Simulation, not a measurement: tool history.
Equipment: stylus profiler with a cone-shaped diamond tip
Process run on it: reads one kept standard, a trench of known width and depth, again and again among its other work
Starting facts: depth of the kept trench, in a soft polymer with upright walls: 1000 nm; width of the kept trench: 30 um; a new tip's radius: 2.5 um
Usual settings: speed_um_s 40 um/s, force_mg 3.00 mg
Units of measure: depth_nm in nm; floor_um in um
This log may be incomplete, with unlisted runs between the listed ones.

Run 1, hour 0.0: usual settings. Result: depth_nm 1014.27 nm, floor_um 25.87 um.
Run 2, hour 17.4: usual settings but force_mg 1.77 mg. Result: depth_nm 1009.55 nm, floor_um 25.78 um.
Run 3, hour 41.6: usual settings but force_mg 1.77 mg. Result: depth_nm 1009.86 nm, floor_um 25.75 um.
Run 4, hour 61.8: usual settings but force_mg 1.77 mg. Result: depth_nm 1009.95 nm, floor_um 25.80 um.
Run 5, hour 88.8: usual settings. Result: depth_nm 1013.79 nm, floor_um 25.81 um.
Run 6, hour 120.9: usual settings. Result: depth_nm 1014.08 nm, floor_um 25.81 um.
Run 7, hour 147.7: usual settings but force_mg 2.11 mg. Result: depth_nm 1011.52 nm, floor_um 25.79 um.
Run 8, hour 175.4: usual settings. Result: depth_nm 1014.18 nm, floor_um 25.83 um.
Run 9, hour 202.8: usual settings. Result: depth_nm 1014.18 nm, floor_um 25.86 um.
Run 10, hour 239.1: usual settings. Result: depth_nm 1013.75 nm, floor_um 25.84 um.
Run 11, hour 263.3: usual settings. Result: depth_nm 1013.79 nm, floor_um 25.81 um.
Run 12, hour 294.0: usual settings but force_mg 2.57 mg. Result: depth_nm 1012.84 nm, floor_um 25.85 um.
Run 13, hour 312.0: usual settings. Result: depth_nm 1013.88 nm, floor_um 25.82 um.
Run 14, hour 334.2: usual settings. Result: depth_nm 1014.12 nm, floor_um 25.84 um.
Run 15, hour 354.2: usual settings but speed_um_s 43 um/s. Result: depth_nm 1013.84 nm, floor_um 25.82 um.
Run 16, hour 391.0: usual settings but speed_um_s 43 um/s. Result: depth_nm 1014.32 nm, floor_um 25.82 um.
Run 17, hour 416.8: usual settings but speed_um_s 54 um/s. Result: depth_nm 1013.89 nm, floor_um 25.76 um.
Run 18, hour 445.9: usual settings but speed_um_s 54 um/s. Result: depth_nm 1014.18 nm, floor_um 25.80 um.
Run 19, hour 466.5: usual settings but force_mg 2.84 mg. Result: depth_nm 1013.69 nm, floor_um 25.84 um.
Run 20, hour 493.5: usual settings but force_mg 2.84 mg. Result: depth_nm 1013.82 nm, floor_um 25.86 um.
Run 21, hour 517.4: usual settings but speed_um_s 16 um/s. Result: depth_nm 1014.08 nm, floor_um 25.96 um.
Run 22, hour 535.7: usual settings but speed_um_s 16 um/s. Result: depth_nm 1014.04 nm, floor_um 25.95 um.
Run 23, hour 563.4: usual settings but speed_um_s 16 um/s. Result: depth_nm 1013.68 nm, floor_um 25.95 um.
Run 24, hour 598.5: usual settings but speed_um_s 16 um/s. Result: depth_nm 1013.96 nm, floor_um 25.87 um.
Run 25, hour 636.8: usual settings but speed_um_s 139 um/s, force_mg 3.15 mg. Result: depth_nm 1014.46 nm, floor_um 25.46 um.
Run 26, hour 660.7: usual settings but speed_um_s 21 um/s, force_mg 1.61 mg. Result: depth_nm 1009.12 nm, floor_um 25.91 um.
Run 27, hour 696.1: usual settings but speed_um_s 56 um/s, force_mg 4.80 mg. Result: depth_nm 1019.63 nm, floor_um 25.85 um.
Run 28, hour 720.0: usual settings but speed_um_s 29 um/s, force_mg 1.90 mg. Result: depth_nm 1009.88 nm, floor_um 25.87 um.
Run 29, hour 739.7: usual settings but speed_um_s 29 um/s, force_mg 1.90 mg. Result: depth_nm 1010.46 nm, floor_um 25.81 um.
Run 30, hour 777.2: usual settings but speed_um_s 111 um/s, force_mg 1.76 mg. Result: depth_nm 1009.92 nm, floor_um 25.41 um.
Run 31, hour 799.7: usual settings but speed_um_s 14 um/s, force_mg 2.48 mg. Result: depth_nm 1012.34 nm, floor_um 25.95 um.
Run 32, hour 836.4: usual settings but speed_um_s 14 um/s, force_mg 2.48 mg. Result: depth_nm 1012.34 nm, floor_um 26.01 um.
Run 33, hour 870.2: usual settings but speed_um_s 14 um/s, force_mg 2.48 mg. Result: depth_nm 1012.62 nm, floor_um 25.90 um.
Run 34, hour 897.6: usual settings but speed_um_s 142 um/s, force_mg 1.22 mg. Result: depth_nm 1007.61 nm, floor_um 25.13 um.
Run 35, hour 916.7: usual settings but speed_um_s 142 um/s, force_mg 1.22 mg. Result: depth_nm 1007.82 nm, floor_um 25.14 um.
Run 36, hour 953.0: usual settings but speed_um_s 142 um/s, force_mg 1.22 mg. Result: depth_nm 1007.80 nm, floor_um 25.12 um.
Run 37, hour 982.1: usual settings but speed_um_s 21 um/s, force_mg 6.52 mg. Result: depth_nm 1023.80 nm, floor_um 25.99 um.
Run 38, hour 1017.7: usual settings but speed_um_s 43 um/s, force_mg 4.33 mg. Result: depth_nm 1018.04 nm, floor_um 25.89 um.
Run 39, hour 1051.5: usual settings but speed_um_s 19 um/s, force_mg 1.27 mg. Result: depth_nm 1007.80 nm, floor_um 25.85 um.
Run 40, hour 1080.7: usual settings but speed_um_s 124 um/s, force_mg 1.61 mg. Result: depth_nm 1009.09 nm, floor_um 25.32 um.
Run 41, hour 1104.0: usual settings but speed_um_s 116 um/s, force_mg 4.29 mg. Result: depth_nm 1017.58 nm, floor_um 25.62 um.
Run 42, hour 1140.6: usual settings but speed_um_s 24 um/s, force_mg 1.19 mg. Result: depth_nm 1007.92 nm, floor_um 25.86 um.
Run 43, hour 1160.1: usual settings but speed_um_s 45 um/s, force_mg 1.06 mg. Result: depth_nm 1006.59 nm, floor_um 25.67 um.
Run 44, hour 1180.2: usual settings but speed_um_s 45 um/s, force_mg 1.17 mg. Result: depth_nm 1007.72 nm, floor_um 25.72 um.
Run 45, hour 1215.2: usual settings but speed_um_s 20 um/s, force_mg 3.53 mg. Result: depth_nm 1015.50 nm, floor_um 25.92 um.
Run 46, hour 1239.9: usual settings but speed_um_s 20 um/s, force_mg 3.53 mg. Result: depth_nm 1015.89 nm, floor_um 25.96 um.

Below are 4 alternative next runs, each starting from the tool's condition after run 46. Predict each:
Run A, hour 1276.9: usual settings but speed_um_s 11 um/s, force_mg 1.74 mg. Result: depth_nm ?, floor_um ?.
Run B, hour 1276.9: usual settings but speed_um_s 17 um/s, force_mg 7.83 mg. Result: depth_nm ?, floor_um ?.
Run C, hour 1276.9: usual settings but speed_um_s 67 um/s, force_mg 3.53 mg. Result: depth_nm ?, floor_um ?.
Run D, hour 1276.9: usual settings but speed_um_s 61 um/s, force_mg 7.36 mg. Result: depth_nm ?, floor_um ?.

run  depth_nm  floor_um
  A   1010.21     25.93
  B   1026.62     25.99
  C   1015.73     25.71
  D   1025.42     25.85
Without the tool's hidden state the same runs would have given:
run  depth_nm  floor_um
  A   1010.22     25.94
  B   1026.64     26.00
  C   1015.75     25.72
  D   1025.44     25.86
